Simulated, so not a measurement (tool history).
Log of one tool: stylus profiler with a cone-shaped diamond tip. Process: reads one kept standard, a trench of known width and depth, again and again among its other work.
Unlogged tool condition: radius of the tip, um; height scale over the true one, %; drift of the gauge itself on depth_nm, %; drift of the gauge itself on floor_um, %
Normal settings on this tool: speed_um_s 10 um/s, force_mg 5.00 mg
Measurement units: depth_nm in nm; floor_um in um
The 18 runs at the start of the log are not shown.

run    hour  speed_um_s  force_mg  scans with this tip  hours of work since the height scale was calibrated  depth_nm  floor_um
 19   829.9          10      5.00                17621                                                 1640    102.40     48.11
 20   863.5          11      5.00                17847                                                 1661    102.25     48.02
 21   917.7          10      4.03                18209                                                 1695    102.08     48.04
 22   964.8          10      4.03                18525                                                 1724    101.91     48.03
 23  1014.6          10      5.00                18859                                                 1755    102.25     48.03
 24  1047.5          17      5.00                19079                                                 1776    102.20     48.03
 25  1073.6           2      8.56                19254                                                 1792    102.82     48.03
 26  1120.3          19      6.97                19567                                                 1821    102.73     47.95
 27  1151.6          19      6.97                19777                                                 1841    102.82     47.99
 28  1192.5          10     10.66                20051                                                 1866    103.13     48.03
 29  1243.2          10     10.66                20391                                                 1898    103.33     47.98
 30  1295.7           4      9.23                20743                                                 1931    103.22     48.02
     1300.9  -- height scale calibrated on a step standard
 31  1357.7           4      4.11                21155                                                   35    102.79     48.03
 32  1390.9           9     11.16                21378                                                   56    104.10     47.97
 33  1447.6           9     11.16                21757                                                   91    104.10     48.03
     1457.2  -- height scale calibrated on a step standard, once more
 34  1497.6           9     11.16                22089                                                   25    102.55     47.96
 35  1545.7           3     14.89                22412                                                   55    102.97     47.97
 36  1577.1           3     14.89                22622                                                   75    102.79     47.95
 37  1615.0           4     13.40                22876                                                   98    102.79     47.91
 38  1649.7          18      6.98                23108                                                  120    101.94     47.92
 39  1675.7          16      2.78                23283                                                  136    100.86     47.91
 40  1711.3          12     11.39                23521                                                  158    102.35     47.92
 41  1767.6          12     11.39                23898                                                  194    102.44     47.89
 42  1804.9           3     13.26                24148                                                  217    102.86     47.91

Forecast run 43:
 43  1831.1           2      1.83                24324                                                  233         ?         ?

{"run 43": {"depth_nm": 100.78, "floor_um": 47.85}}
With no hidden state in the tool, this same run would have given depth_nm 100.66 nm, floor_um 48.69 um.
